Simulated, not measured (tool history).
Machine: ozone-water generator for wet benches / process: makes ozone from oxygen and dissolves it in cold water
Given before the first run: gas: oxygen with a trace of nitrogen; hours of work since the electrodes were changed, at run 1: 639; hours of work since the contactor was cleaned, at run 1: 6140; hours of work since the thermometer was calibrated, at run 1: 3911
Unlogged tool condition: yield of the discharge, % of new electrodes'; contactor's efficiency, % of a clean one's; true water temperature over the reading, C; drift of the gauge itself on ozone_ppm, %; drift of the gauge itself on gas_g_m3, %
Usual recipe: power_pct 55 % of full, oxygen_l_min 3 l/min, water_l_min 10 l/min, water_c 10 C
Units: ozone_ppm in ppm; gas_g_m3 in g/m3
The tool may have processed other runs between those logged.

run     day  power_pct  oxygen_l_min  water_l_min  water_c  hours of work since the electrodes were changed  hours of work since the contactor was cleaned  hours of work since the thermometer was calibrated  ozone_ppm  gas_g_m3
  1       0         55             3           10       10                                              639                                           6140                                                3911         29     200.6
  2   1.446         55             3           10       10                                              665                                           6166                                                3937       29.1     200.4
  3   2.621         55             3           10       10                                              686                                           6187                                                3958       28.8     197.6
  4   3.917         55             3           10       10                                              709                                           6210                                                3981       29.2     200.9
  5   4.833         55             3           10       10                                              726                                           6227                                                3997       29.1       200
  6   6.479         55             3           10       10                                              755                                           6256                                                4027       29.1     200.8
  7   7.983         55             3           10       10                                              782                                           6283                                                4054       28.7     200.6
  8   9.638         55             3           10       10                                              811                                           6313                                                4083       29.2     201.6
  9   10.65         55             3           10       10                                              830                                           6331                                                4101         29     201.8
 10  11.888         55             3           10       10                                              852                                           6353                                                4124       28.9     201.9
 11  13.796         55             3           10       10                                              886                                           6387                                                4158       29.2     201.2
 12  15.783         55             3           10       10                                              921                                           6423                                                4193       29.1     200.6
 13  16.812         55             3           10       10                                              940                                           6441                                                4212       29.4     201.8
 14  18.175         50             3           10       10                                              964                                           6465                                                4236       27.2     186.6
 15  20.154         50          2.97            7        5                                             1000                                           6501                                                4271       37.4     187.2
 16  21.629         50          2.47            7        5                                             1026                                           6527                                                4298       37.4     207.8
 17  23.583         50          2.47            7        5                                             1061                                           6562                                                4333         37     206.9
 18  25.042         65          1.75           10       14                                             1087                                           6588                                                4359       30.7     309.2
 19  26.429         56             3           12       10                                             1112                                           6613                                                4384       25.5     204.9
 20  27.475         55             3            7        5                                             1131                                           6632                                                4402       39.3     200.5
 21  28.588         55             3           10       10                                             1151                                           6652                                                4422       29.1       200
 22  30.367         46          1.91           10       10                                             1182                                           6684                                                4454       24.5     224.8
 23  31.538         46          1.91           10       10                                             1203                                           6704                                                4475       24.6     224.5
 24  33.246         46          1.91           10       10                                             1234                                           6735                                                4506       24.6       225
 25  34.354         46          3.66            7        6                                             1254                                           6755                                                4525       33.5     155.6
 26  36.271         54          1.81           10       10                                             1288                                           6789                                                4560       27.5     259.8
 27  37.688         54          1.81           10       10                                             1313                                           6815                                                4585       27.7       263
 28  39.446         67          2.13           10       10                                             1345                                           6846                                                4617       33.1     282.2

Forecast each of these 5 alternatives for the next run:
  A  41.258         52          4.46            9       10                                             1377                                           6878                                                4649          ?         ?
  B  41.258         55          2.02            8       13                                             1377                                           6878                                                4649          ?         ?
  C  41.258         55             3           10       14                                             1377                                           6878                                                4649          ?         ?
  D  41.258         55          2.92           10       11                                             1377                                           6878                                                4649          ?         ?
  E  41.258         67           3.1           10       10                                             1377                                           6878                                                4649          ?         ?

run  ozone_ppm  gas_g_m3
  A       28.8     153.1
  B       32.4       252
  C       27.1     198.4
  D       28.4       203
  E       33.6     228.3
Without the tool's unlogged condition, the same runs would have read:
run  ozone_ppm  gas_g_m3
  A       29.6     154.6
  B       33.3     254.7
  C         28     200.5
  D       29.3     205.2
  E       34.7     231.2
